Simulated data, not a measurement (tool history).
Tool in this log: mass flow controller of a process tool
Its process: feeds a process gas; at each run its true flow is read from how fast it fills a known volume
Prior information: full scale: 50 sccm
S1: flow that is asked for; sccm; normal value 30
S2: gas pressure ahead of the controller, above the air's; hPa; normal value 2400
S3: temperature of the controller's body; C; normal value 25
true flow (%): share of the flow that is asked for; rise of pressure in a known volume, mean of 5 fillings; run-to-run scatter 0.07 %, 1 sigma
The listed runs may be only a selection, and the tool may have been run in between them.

Run 1, day 0.000: usual settings. Result: true flow (%) 100.82.
Run 2, day 8.729: usual settings but S2 1820 hPa. Result: true flow (%) 101.38.
Run 3, day 20.796: usual settings but S2 1820 hPa. Result: true flow (%) 101.50.
Run 4, day 27.950: usual settings. Result: true flow (%) 101.01.
Run 5, day 35.608: usual settings. Result: true flow (%) 101.10.
Run 6, day 45.946: usual settings. Result: true flow (%) 101.38.
Run 7, day 54.933: usual settings but S3 28 C. Result: true flow (%) 101.59.
Run 8, day 66.275: usual settings but S1 10 sccm. Result: true flow (%) 101.54.
Run 9, day 76.521: usual settings but S1 28 sccm. Result: true flow (%) 101.52.
Run 10, day 89.108: usual settings but S1 7 sccm. Result: true flow (%) 102.53.
Run 11, day 102.462: usual settings but S1 7 sccm. Result: true flow (%) 102.86.
Run 12, day 108.217: usual settings. Result: true flow (%) 101.98.
Run 13, day 121.062: usual settings but S1 15 sccm, S2 2340 hPa. Result: true flow (%) 102.03.
Run 14, day 131.538: usual settings but S1 15 sccm, S2 2340 hPa. Result: true flow (%) 101.89.
Run 15, day 138.433: usual settings but S1 24 sccm, S2 1460 hPa, S3 23 C. Result: true flow (%) 102.58.
Run 16, day 144.129: usual settings but S3 27 C. Result: true flow (%) 102.44.
At day 149.858: controller's zero set anew.
Run 17, day 154.483: usual settings but S2 2530 hPa. Result: true flow (%) 101.54.
Run 18, day 163.988: usual settings but S1 8 sccm, S2 2060 hPa, S3 30 C. Result: true flow (%) 100.88.
Run 19, day 174.571: usual settings but S2 1900 hPa. Result: true flow (%) 102.15.
Run 20, day 187.779: usual settings but S2 1900 hPa. Result: true flow (%) 102.33.
Run 21, day 195.629: usual settings but S2 1900 hPa. Result: true flow (%) 102.36.
Run 22, day 204.308: usual settings but S2 1900 hPa. Result: true flow (%) 102.43.
Run 23, day 213.342: usual settings but S1 42 sccm, S3 24 C. Result: true flow (%) 102.79.

Branching from run 23: 5 alternative next runs. What would each branch give?
Run A, day 223.762: usual settings but S1 48 sccm. Result: true flow (%) ?.
Run B, day 223.762: usual settings but S1 6 sccm, S2 2790 hPa, S3 24 C. Result: true flow (%) ?.
Run C, day 223.762: usual settings but S1 19 sccm, S2 2220 hPa. Result: true flow (%) ?.
Run D, day 223.762: usual settings but S1 11 sccm, S2 2490 hPa. Result: true flow (%) ?.
Run E, day 223.762: usual settings but S1 20 sccm, S2 2710 hPa, S3 21 C. Result: true flow (%) ?.

run  true flow (%)
  A         103.46
  B         100.86
  C         101.77
  D         101.16
  E         101.00
Had the tool no hidden state, the same runs would have come out as:
run  true flow (%)
  A          99.60
  B          96.35
  C          97.78
  D          96.99
  E          97.02
